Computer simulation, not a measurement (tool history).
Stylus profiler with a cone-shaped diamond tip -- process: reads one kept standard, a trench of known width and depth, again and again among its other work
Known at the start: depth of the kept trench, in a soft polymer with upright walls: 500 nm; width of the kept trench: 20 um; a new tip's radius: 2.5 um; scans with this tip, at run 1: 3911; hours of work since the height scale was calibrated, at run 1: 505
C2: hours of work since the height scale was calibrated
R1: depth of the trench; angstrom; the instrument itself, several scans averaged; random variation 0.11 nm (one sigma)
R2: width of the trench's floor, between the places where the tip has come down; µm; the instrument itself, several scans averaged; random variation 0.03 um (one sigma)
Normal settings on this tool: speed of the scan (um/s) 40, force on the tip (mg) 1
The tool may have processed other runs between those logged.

run 1 hour=0 | speed_of_the_scan_(um/s)=40 force_on_the_tip_(mg)=1 | scans_with_this_tip=3911 C2=505 | R1=5023.8 R2=16.65
run 2 hour=10.3 | speed_of_the_scan_(um/s)=40 force_on_the_tip_(mg)=1.64 | scans_with_this_tip=3967 C2=512 | R1=5030.6 R2=16.76
run 3 hour=24.3 | speed_of_the_scan_(um/s)=40 force_on_the_tip_(mg)=1.64 | scans_with_this_tip=4044 C2=522 | R1=5032.4 R2=16.73
run 4 hour=47.7 | speed_of_the_scan_(um/s)=40 force_on_the_tip_(mg)=0.77 | scans_with_this_tip=4172 C2=539 | R1=5020.8 R2=16.63
run 5 hour=71.8 | speed_of_the_scan_(um/s)=49 force_on_the_tip_(mg)=1 | scans_with_this_tip=4305 C2=556 | R1=5025.8 R2=16.61
run 6 hour=93.4 | speed_of_the_scan_(um/s)=49 force_on_the_tip_(mg)=1 | scans_with_this_tip=4424 C2=571 | R1=5023.7 R2=16.61
run 7 hour=117.1 | speed_of_the_scan_(um/s)=20 force_on_the_tip_(mg)=1 | scans_with_this_tip=4554 C2=588 | R1=5025.3 R2=16.67
run 8 hour=137.1 | speed_of_the_scan_(um/s)=20 force_on_the_tip_(mg)=1 | scans_with_this_tip=4664 C2=602 | R1=5025.4 R2=16.73
run 9 hour=160.8 | speed_of_the_scan_(um/s)=20 force_on_the_tip_(mg)=1 | scans_with_this_tip=4794 C2=619 | R1=5026.4 R2=16.64
run 10 hour=180.4 | speed_of_the_scan_(um/s)=20 force_on_the_tip_(mg)=1 | scans_with_this_tip=4901 C2=633 | R1=5025.6 R2=16.63
run 11 hour=203.2 | speed_of_the_scan_(um/s)=38 force_on_the_tip_(mg)=1 | scans_with_this_tip=5026 C2=649 | R1=5025.2 R2=16.63
run 12 hour=218.5 | speed_of_the_scan_(um/s)=40 force_on_the_tip_(mg)=1 | scans_with_this_tip=5110 C2=660 | R1=5024.2 R2=16.59
run 13 hour=229.8 | speed_of_the_scan_(um/s)=40 force_on_the_tip_(mg)=1 | scans_with_this_tip=5172 C2=668 | R1=5027.1 R2=16.61
run 14 hour=241.3 | speed_of_the_scan_(um/s)=40 force_on_the_tip_(mg)=1 | scans_with_this_tip=5235 C2=676 | R1=5026.8 R2=16.58
run 15 hour=255.2 | speed_of_the_scan_(um/s)=40 force_on_the_tip_(mg)=1 | scans_with_this_tip=5312 C2=686 | R1=5023.8 R2=16.6
run 16 hour=268.8 | speed_of_the_scan_(um/s)=40 force_on_the_tip_(mg)=1 | scans_with_this_tip=5386 C2=696 | R1=5025.2 R2=16.54
run 17 hour=281.1 | speed_of_the_scan_(um/s)=18 force_on_the_tip_(mg)=1 | scans_with_this_tip=5454 C2=704 | R1=5025.7 R2=16.64
run 18 hour=298.2 | speed_of_the_scan_(um/s)=18 force_on_the_tip_(mg)=1 | scans_with_this_tip=5548 C2=717 | R1=5025.2 R2=16.65
run 19 hour=312.3 | speed_of_the_scan_(um/s)=61 force_on_the_tip_(mg)=1 | scans_with_this_tip=5625 C2=727 | R1=5025.9 R2=16.55
run 20 hour=327.1 | speed_of_the_scan_(um/s)=61 force_on_the_tip_(mg)=1 | scans_with_this_tip=5707 C2=737 | R1=5025.8 R2=16.54
run 21 hour=342.7 | speed_of_the_scan_(um/s)=40 force_on_the_tip_(mg)=0.66 | scans_with_this_tip=5792 C2=748 | R1=5021.2 R2=16.58
run 22 hour=363.2 | speed_of_the_scan_(um/s)=40 force_on_the_tip_(mg)=0.66 | scans_with_this_tip=5905 C2=763 | R1=5021.2 R2=16.53
run 23 hour=374.7 | speed_of_the_scan_(um/s)=40 force_on_the_tip_(mg)=0.66 | scans_with_this_tip=5968 C2=771 | R1=5021.6 R2=16.56
run 24 hour=395 | speed_of_the_scan_(um/s)=19 force_on_the_tip_(mg)=0.47 | scans_with_this_tip=6079 C2=785 | R1=5019.1 R2=16.63
run 25 hour=418.2 | speed_of_the_scan_(um/s)=19 force_on_the_tip_(mg)=0.47 | scans_with_this_tip=6206 C2=802 | R1=5019.7 R2=16.58
run 26 hour=437.5 | speed_of_the_scan_(um/s)=19 force_on_the_tip_(mg)=0.47 | scans_with_this_tip=6313 C2=815 | R1=5020.8 R2=16.5
run 27 hour=448.6 | speed_of_the_scan_(um/s)=40 force_on_the_tip_(mg)=1 | scans_with_this_tip=6374 C2=823 | R1=5027.6 R2=16.46
run 28 hour=466.3 | speed_of_the_scan_(um/s)=46 force_on_the_tip_(mg)=0.58 | scans_with_this_tip=6471 C2=836 | R1=5022.2 R2=16.45
run 29 hour=482.1 | speed_of_the_scan_(um/s)=40 force_on_the_tip_(mg)=0.38 | scans_with_this_tip=6558 C2=847 | R1=5018 R2=16.41
run 30 hour=497.2 | speed_of_the_scan_(um/s)=127 force_on_the_tip_(mg)=1.26 | scans_with_this_tip=6640 C2=858 | R1=5031 R2=16.29
run 31 hour=509.5 | speed_of_the_scan_(um/s)=84 force_on_the_tip_(mg)=0.89 | scans_with_this_tip=6708 C2=866 | R1=5026.7 R2=16.38
run 32 hour=520.3 | speed_of_the_scan_(um/s)=32 force_on_the_tip_(mg)=1 | scans_with_this_tip=6767 C2=874 | R1=5029.2 R2=16.49
run 33 hour=538.9 | speed_of_the_scan_(um/s)=102 force_on_the_tip_(mg)=1.09 | scans_with_this_tip=6869 C2=887 | R1=5028.4 R2=16.36
run 34 hour=551.6 | speed_of_the_scan_(um/s)=18 force_on_the_tip_(mg)=0.36 | scans_with_this_tip=6939 C2=896 | R1=5016.9 R2=16.5
run 35 hour=562.3 | speed_of_the_scan_(um/s)=18 force_on_the_tip_(mg)=0.36 | scans_with_this_tip=6997 C2=904 | R1=5018 R2=16.54
run 36 hour=577.7 | speed_of_the_scan_(um/s)=18 force_on_the_tip_(mg)=0.36 | scans_with_this_tip=7082 C2=915 | R1=5019.1 R2=16.49
run 37 hour=597.8 | speed_of_the_scan_(um/s)=18 force_on_the_tip_(mg)=0.36 | scans_with_this_tip=7192 C2=929 | R1=5019.6 R2=16.45
run 38 hour=610.9 | speed_of_the_scan_(um/s)=20 force_on_the_tip_(mg)=1 | scans_with_this_tip=7265 C2=938 | R1=5028.6 R2=16.55
run 39 hour=627.1 | speed_of_the_scan_(um/s)=11 force_on_the_tip_(mg)=1.22 | scans_with_this_tip=7353 C2=950 | R1=5031.2 R2=16.6
run 40 hour=647.5 | speed_of_the_scan_(um/s)=11 force_on_the_tip_(mg)=1.93 | scans_with_this_tip=7465 C2=964 | R1=5038.2 R2=16.59
run 41 hour=667.4 | speed_of_the_scan_(um/s)=11 force_on_the_tip_(mg)=1.93 | scans_with_this_tip=7575 C2=978 | R1=5040.1 R2=16.55
run 42 hour=688.2 | speed_of_the_scan_(um/s)=11 force_on_the_tip_(mg)=1.93 | scans_with_this_tip=7689 C2=993 | R1=5037.7 R2=16.56
run 43 hour=708.3 | speed_of_the_scan_(um/s)=123 force_on_the_tip_(mg)=0.36 | scans_with_this_tip=7799 C2=1007 | R1=5019.9 R2=15.92
run 44 hour=723.2 | speed_of_the_scan_(um/s)=14 force_on_the_tip_(mg)=2.09 | scans_with_this_tip=7881 C2=1018 | R1=5039.6 R2=16.6

Measured result minus the same run's result without the hidden state. Both carry the same run-to-run variation, though not necessarily the same gauge scatter:
Hidden state at play: radius of the tip, um; height scale over the true one, %; drift of the gauge itself on depth_nm, %; drift of the gauge itself on floor_um, %.
run=1 R1=+6.7 R2=-0.21
run=2 R1=+6.9 R2=-0.22
run=3 R1=+6.9 R2=-0.22
run=4 R1=+7 R2=-0.22
run=5 R1=+7.2 R2=-0.24
run=6 R1=+7.4 R2=-0.24
run=7 R1=+7.5 R2=-0.25
run=8 R1=+7.6 R2=-0.25
run=9 R1=+7.8 R2=-0.26
run=10 R1=+7.9 R2=-0.27
run=11 R1=+8.1 R2=-0.28
run=12 R1=+8.1 R2=-0.28
run=13 R1=+8.2 R2=-0.29
run=14 R1=+8.3 R2=-0.28
run=15 R1=+8.3 R2=-0.29
run=16 R1=+8.4 R2=-0.29
run=17 R1=+8.5 R2=-0.3
run=18 R1=+8.6 R2=-0.3
run=19 R1=+8.7 R2=-0.31
run=20 R1=+8.8 R2=-0.32
run=21 R1=+8.9 R2=-0.32
run=22 R1=+9.1 R2=-0.33
run=23 R1=+9.1 R2=-0.33
run=24 R1=+9.2 R2=-0.34
run=25 R1=+9.3 R2=-0.35
run=26 R1=+9.5 R2=-0.35
run=27 R1=+9.5 R2=-0.36
run=28 R1=+9.7 R2=-0.36
run=29 R1=+9.8 R2=-0.37
run=30 R1=+9.9 R2=-0.37
run=31 R1=+9.9 R2=-0.37
run=32 R1=+10 R2=-0.37
run=33 R1=+10.1 R2=-0.38
run=34 R1=+10.2 R2=-0.39
run=35 R1=+10.3 R2=-0.39
run=36 R1=+10.3 R2=-0.4
run=37 R1=+10.5 R2=-0.39
run=38 R1=+10.6 R2=-0.41
run=39 R1=+10.7 R2=-0.4
run=40 R1=+10.8 R2=-0.42
run=41 R1=+10.9 R2=-0.42
run=42 R1=+11.1 R2=-0.43
run=43 R1=+11.2 R2=-0.43
run=44 R1=+11.3 R2=-0.43
